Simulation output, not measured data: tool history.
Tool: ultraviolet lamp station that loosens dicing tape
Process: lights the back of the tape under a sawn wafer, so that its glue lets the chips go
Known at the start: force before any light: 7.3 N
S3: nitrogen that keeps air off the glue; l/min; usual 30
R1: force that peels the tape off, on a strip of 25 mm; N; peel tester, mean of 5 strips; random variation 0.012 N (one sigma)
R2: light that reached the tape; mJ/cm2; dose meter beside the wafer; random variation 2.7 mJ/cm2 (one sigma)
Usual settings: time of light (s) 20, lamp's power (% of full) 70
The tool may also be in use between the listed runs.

run 1 hour=0 | time_of_light_(s)=20 lamp's_power_(%_of_full)=70 S3=30 | R1=0.945 R2=265
run 2 hour=55.2 | time_of_light_(s)=20 lamp's_power_(%_of_full)=71 S3=30 | R1=0.982 R2=263
run 3 hour=105 | time_of_light_(s)=20 lamp's_power_(%_of_full)=71 S3=30 | R1=0.986 R2=257
run 4 hour=147.1 | time_of_light_(s)=20 lamp's_power_(%_of_full)=70 S3=30 | R1=1.015 R2=254
run 5 hour=197.5 | time_of_light_(s)=20 lamp's_power_(%_of_full)=70 S3=30 | R1=1.045 R2=251
run 6 hour=233.7 | time_of_light_(s)=20 lamp's_power_(%_of_full)=70 S3=30 | R1=1.024 R2=251
run 7 hour=285.5 | time_of_light_(s)=20 lamp's_power_(%_of_full)=70 S3=30 | R1=1.076 R2=244
run 8 hour=331 | time_of_light_(s)=20 lamp's_power_(%_of_full)=70 S3=30 | R1=1.086 R2=246
run 9 hour=372 | time_of_light_(s)=20 lamp's_power_(%_of_full)=70 S3=30 | R1=1.154 R2=238
run 10 hour=430.2 | time_of_light_(s)=20 lamp's_power_(%_of_full)=70 S3=30 | R1=1.193 R2=241
run 11 hour=482.5 | time_of_light_(s)=20 lamp's_power_(%_of_full)=70 S3=30 | R1=1.183 R2=232
-- hour=514.7 window cleaned of glue's vapour
run 12 hour=516.6 | time_of_light_(s)=20 lamp's_power_(%_of_full)=70 S3=13 | R1=1.381 R2=258
run 13 hour=558.8 | time_of_light_(s)=20 lamp's_power_(%_of_full)=70 S3=47 | R1=0.893 R2=255
run 14 hour=617.5 | time_of_light_(s)=20 lamp's_power_(%_of_full)=70 S3=47 | R1=0.922 R2=248
run 15 hour=647.7 | time_of_light_(s)=20 lamp's_power_(%_of_full)=70 S3=38 | R1=1.016 R2=250
run 16 hour=704.2 | time_of_light_(s)=20 lamp's_power_(%_of_full)=70 S3=38 | R1=0.991 R2=243
run 17 hour=750 | time_of_light_(s)=20 lamp's_power_(%_of_full)=70 S3=38 | R1=1.014 R2=245
run 18 hour=791.2 | time_of_light_(s)=20 lamp's_power_(%_of_full)=64 S3=30 | R1=1.292 R2=219
run 19 hour=815.9 | time_of_light_(s)=20 lamp's_power_(%_of_full)=64 S3=30 | R1=1.354 R2=217
run 20 hour=861.9 | time_of_light_(s)=24 lamp's_power_(%_of_full)=70 S3=30 | R1=0.834 R2=279
run 21 hour=915.6 | time_of_light_(s)=24 lamp's_power_(%_of_full)=70 S3=30 | R1=0.882 R2=278
run 22 hour=965.2 | time_of_light_(s)=20 lamp's_power_(%_of_full)=70 S3=30 | R1=1.21 R2=224
run 23 hour=1021 | time_of_light_(s)=20 lamp's_power_(%_of_full)=70 S3=13 | R1=1.746 R2=225
run 24 hour=1045.1 | time_of_light_(s)=13 lamp's_power_(%_of_full)=76 S3=15 | R1=2.463 R2=158
run 25 hour=1081.3 | time_of_light_(s)=17 lamp's_power_(%_of_full)=81 S3=23 | R1=1.47 R2=220
run 26 hour=1126 | time_of_light_(s)=17 lamp's_power_(%_of_full)=81 S3=23 | R1=1.487 R2=216
run 27 hour=1159 | time_of_light_(s)=17 lamp's_power_(%_of_full)=81 S3=23 | R1=1.516 R2=214
run 28 hour=1201.3 | time_of_light_(s)=17 lamp's_power_(%_of_full)=80 S3=23 | R1=1.56 R2=209
run 29 hour=1249.9 | time_of_light_(s)=11 lamp's_power_(%_of_full)=66 S3=34 | R1=2.933 R2=112
run 30 hour=1302.1 | time_of_light_(s)=26 lamp's_power_(%_of_full)=62 S3=30 | R1=1.123 R2=240
run 31 hour=1351.2 | time_of_light_(s)=26 lamp's_power_(%_of_full)=62 S3=30 | R1=1.135 R2=240
run 32 hour=1378.2 | time_of_light_(s)=26 lamp's_power_(%_of_full)=62 S3=30 | R1=1.123 R2=234
run 33 hour=1413.8 | time_of_light_(s)=20 lamp's_power_(%_of_full)=60 S3=11 | R1=2.529 R2=170
run 34 hour=1445.1 | time_of_light_(s)=20 lamp's_power_(%_of_full)=60 S3=11 | R1=2.393 R2=173
-- hour=1464.4 lamp changed
run 35 hour=1501.6 | time_of_light_(s)=20 lamp's_power_(%_of_full)=60 S3=11 | R1=1.342 R2=278
run 36 hour=1537.8 | time_of_light_(s)=20 lamp's_power_(%_of_full)=60 S3=11 | R1=1.375 R2=273
-- hour=1569.1 window cleaned of glue's vapour
run 37 hour=1572.9 | time_of_light_(s)=20 lamp's_power_(%_of_full)=60 S3=11 | R1=1.175 R2=297
run 38 hour=1605.7 | time_of_light_(s)=20 lamp's_power_(%_of_full)=100 S3=30 | R1=0.298 R2=502
run 39 hour=1661.7 | time_of_light_(s)=20 lamp's_power_(%_of_full)=100 S3=30 | R1=0.318 R2=492
run 40 hour=1719.6 | time_of_light_(s)=31 lamp's_power_(%_of_full)=83 S3=30 | R1=0.233 R2=628
run 41 hour=1760.4 | time_of_light_(s)=31 lamp's_power_(%_of_full)=83 S3=30 | R1=0.237 R2=623
run 42 hour=1792.1 | time_of_light_(s)=17 lamp's_power_(%_of_full)=81 S3=30 | R1=0.633 R2=332
run 43 hour=1847.8 | time_of_light_(s)=35 lamp's_power_(%_of_full)=97 S3=23 | R1=0.209 R2=799
run 44 hour=1904.6 | time_of_light_(s)=36 lamp's_power_(%_of_full)=68 S3=50 | R1=0.229 R2=576

Forecast each of these 3 alternatives for the next run:
run A hour=1961.3 | time_of_light_(s)=20 lamp's_power_(%_of_full)=63 S3=30 | R1=? R2=?
run B hour=1961.3 | time_of_light_(s)=20 lamp's_power_(%_of_full)=61 S3=30 | R1=? R2=?
run C hour=1961.3 | time_of_light_(s)=21 lamp's_power_(%_of_full)=92 S3=30 | R1=? R2=?

run=A R1=0.794 R2=297
run=B R1=0.833 R2=282
run=C R1=0.35 R2=444
Without the tool's hidden state the same runs would have given:
run=A R1=0.656 R2=327
run=B R1=0.693 R2=312
run=C R1=0.299 R2=491
